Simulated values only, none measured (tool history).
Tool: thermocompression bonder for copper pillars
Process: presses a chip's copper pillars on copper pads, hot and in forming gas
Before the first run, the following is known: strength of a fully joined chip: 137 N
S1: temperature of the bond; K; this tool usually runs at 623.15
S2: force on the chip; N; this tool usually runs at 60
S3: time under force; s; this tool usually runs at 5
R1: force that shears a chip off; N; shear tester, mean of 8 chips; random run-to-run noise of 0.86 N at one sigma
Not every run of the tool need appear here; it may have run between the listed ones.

| run | day | S1 | S2 | S3 | R1 |
|---|---|---|---|---|---|
| 1 | 0 | 623.15 | 60 | 5 | 65.1 |
| 2 | 2.683 | 599.15 | 60 | 5 | 55.9 |
| 3 | 5.067 | 623.15 | 69 | 5 | 74.3 |
| 4 | 6.525 | 623.15 | 69 | 5 | 74.8 |
| 5 | 8.125 | 623.15 | 60 | 11 | 83.5 |
| 6 | 11.696 | 623.15 | 60 | 11 | 81 |
| 7 | 15.075 | 623.15 | 60 | 4 | 60.4 |
| 8 | 17.092 | 623.15 | 60 | 4 | 59.1 |
| 9 | 18.925 | 607.15 | 60 | 5 | 57.3 |
|  | 19.279 | forming gas filter changed |
| 10 | 21.979 | 607.15 | 60 | 5 | 60.9 |
| 11 | 24.192 | 607.15 | 60 | 5 | 60.4 |
| 12 | 27.312 | 609.15 | 60 | 5 | 61.8 |
| 13 | 29.238 | 623.15 | 60 | 12 | 86.9 |
| 14 | 30.888 | 623.15 | 60 | 12 | 88.2 |
| 15 | 32.442 | 623.15 | 60 | 5 | 65.9 |
|  | 34.1 | force cell calibrated |
|  | 34.45 | heater calibrated with a thermocouple chip |
| 16 | 35.508 | 623.15 | 60 | 4 | 70.5 |
| 17 | 38.858 | 623.15 | 60 | 4 | 68.7 |
|  | 40.892 | forming gas filter changed |
| 18 | 42.242 | 623.15 | 60 | 4 | 72.7 |
| 19 | 45.438 | 641.15 | 70 | 5 | 95.6 |
| 20 | 48 | 641.15 | 70 | 5 | 98 |
|  | 48.867 | heater calibrated with a thermocouple chip, once more |
| 21 | 51.579 | 653.15 | 71 | 5 | 89.1 |
| 22 | 53.054 | 653.15 | 71 | 5 | 90.7 |
| 23 | 56.538 | 613.15 | 60 | 8 | 72.2 |
| 24 | 58.517 | 613.15 | 60 | 8 | 71.1 |
| 25 | 61.5 | 644.15 | 51 | 8 | 73.5 |
|  | 62.554 | forming gas filter changed |
| 26 | 63.046 | 644.15 | 51 | 8 | 79.2 |
| 27 | 64.679 | 644.15 | 53 | 8 | 80.3 |
| 28 | 67.3 | 646.15 | 53 | 8 | 82.4 |
| 29 | 69.483 | 642.15 | 86 | 4 | 96.2 |
| 30 | 72.333 | 612.15 | 86 | 4 | 79.7 |
| 31 | 75.792 | 605.15 | 60 | 10 | 75.7 |
| 32 | 78.942 | 605.15 | 60 | 10 | 74.4 |
| 33 | 80.875 | 623.15 | 54 | 12 | 79.9 |
| 34 | 82.517 | 610.15 | 63 | 9 | 77.4 |

Here are 4 independent what-if runs from the current tool condition. What would each one return?
|  | 84.054 | forming gas filter changed |
| A | 84.529 | 593.15 | 63 | 9 | ? |
|  | 84.054 | forming gas filter changed |
| B | 84.529 | 602.15 | 65 | 5 | ? |
|  | 84.054 | forming gas filter changed |
| C | 84.529 | 623.15 | 54 | 5 | ? |
|  | 84.054 | forming gas filter changed |
| D | 84.529 | 609.15 | 90 | 10 | ? |

| run | R1 |
|---|---|
| A | 73.7 |
| B | 66.6 |
| C | 61.6 |
| D | 110.2 |
Take away the tool's hidden state, keep each run's random variation, and the runs would have read:
| run | R1 |
|---|---|
| A | 72.4 |
| B | 65.5 |
| C | 61 |
| D | 109.5 |

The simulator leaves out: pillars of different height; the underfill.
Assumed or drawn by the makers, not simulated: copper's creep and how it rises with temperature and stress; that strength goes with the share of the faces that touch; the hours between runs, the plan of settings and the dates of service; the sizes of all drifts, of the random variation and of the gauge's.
